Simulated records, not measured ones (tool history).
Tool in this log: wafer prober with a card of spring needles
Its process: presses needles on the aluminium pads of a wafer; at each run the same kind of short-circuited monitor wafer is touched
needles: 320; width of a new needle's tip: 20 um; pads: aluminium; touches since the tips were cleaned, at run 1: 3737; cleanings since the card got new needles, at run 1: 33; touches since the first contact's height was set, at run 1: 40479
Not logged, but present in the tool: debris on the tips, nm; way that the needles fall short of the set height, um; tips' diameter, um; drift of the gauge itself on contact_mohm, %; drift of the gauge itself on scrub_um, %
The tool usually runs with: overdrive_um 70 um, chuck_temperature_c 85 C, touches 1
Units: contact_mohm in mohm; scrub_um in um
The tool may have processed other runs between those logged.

| run | hour | overdrive_um | chuck_temperature_c | touches | touches since the tips were cleaned | cleanings since the card got new needles | touches since the first contact's height was set | contact_mohm | scrub_um |
|---|---|---|---|---|---|---|---|---|---|
| 1 | 0.0 | 70 | 85 | 1 | 3737 | 33 | 40479 | 245 | 8.748 |
|  | 12.0 | tips cleaned on abrasive film |
|  | 43.9 | tips cleaned on abrasive film |
| 2 | 50.8 | 70 | 85 | 1 | 1290 | 35 | 49936 | 245 | 8.746 |
|  | 76.9 | tips cleaned on abrasive film |
| 3 | 94.3 | 70 | 85 | 1 | 3250 | 36 | 58043 | 247 | 8.749 |
|  | 107.0 | tips cleaned on abrasive film |
|  | 136.5 | tips cleaned on abrasive film |
| 4 | 146.4 | 70 | 85 | 1 | 1860 | 38 | 67750 | 248 | 8.739 |
|  | 166.4 | tips cleaned on abrasive film |
|  | 196.7 | tips cleaned on abrasive film |
| 5 | 198.0 | 70 | 85 | 1 | 243 | 40 | 77355 | 245 | 8.749 |
|  | 226.8 | tips cleaned on abrasive film |
| 6 | 237.3 | 70 | 85 | 1 | 1973 | 41 | 84684 | 245 | 8.729 |
|  | 258.0 | tips cleaned on abrasive film |
| 7 | 267.3 | 70 | 85 | 1 | 1733 | 42 | 90266 | 246 | 8.740 |
|  | 288.1 | tips cleaned on abrasive film |
| 8 | 298.1 | 68 | 85 | 1 | 1868 | 43 | 96003 | 245 | 8.495 |
|  | 318.6 | tips cleaned on abrasive film |
| 9 | 323.8 | 70 | 62 | 1 | 986 | 44 | 100796 | 239 | 8.734 |
|  | 349.9 | tips cleaned on abrasive film |
| 10 | 351.2 | 70 | 38 | 1 | 233 | 45 | 105886 | 231 | 8.735 |
|  | 383.4 | tips cleaned on abrasive film |
| 11 | 405.1 | 70 | 38 | 1 | 4049 | 46 | 115935 | 236 | 8.728 |
|  | 413.9 | tips cleaned on abrasive film |
|  | 445.6 | tips cleaned on abrasive film |
| 12 | 458.2 | 70 | 102 | 1 | 2351 | 48 | 125834 | 247 | 8.736 |
|  | 476.1 | tips cleaned on abrasive film |
|  | 507.3 | tips cleaned on abrasive film |
| 13 | 517.4 | 83 | 30 | 1 | 1891 | 50 | 136864 | 229 | 10.363 |
|  | 537.6 | tips cleaned on abrasive film |
| 14 | 554.6 | 61 | 85 | 1 | 3173 | 51 | 143791 | 249 | 7.613 |
|  | 570.9 | tips cleaned on abrasive film |
|  | 603.1 | tips cleaned on abrasive film |
| 15 | 610.6 | 61 | 85 | 1 | 1387 | 53 | 154208 | 245 | 7.632 |
|  | 636.3 | tips cleaned on abrasive film |
| 16 | 649.4 | 61 | 27 | 2 | 2464 | 54 | 161456 | 233 | 7.637 |
|  | 669.0 | tips cleaned on abrasive film |
|  | 699.2 | tips cleaned on abrasive film |
| 17 | 705.7 | 61 | 27 | 2 | 1224 | 56 | 171938 | 239 | 7.612 |

Predict the results of run 18:
|  | 730.6 | tips cleaned on abrasive film |
| 18 | 752.0 | 61 | 27 | 2 | 4009 | 57 | 180573 | ? | ? |

For run 18 the tool returned contact_mohm 232 mohm, scrub_um 7.618 um.
Without the tool's hidden state the same run would have given contact_mohm 232 mohm, scrub_um 7.618 um.
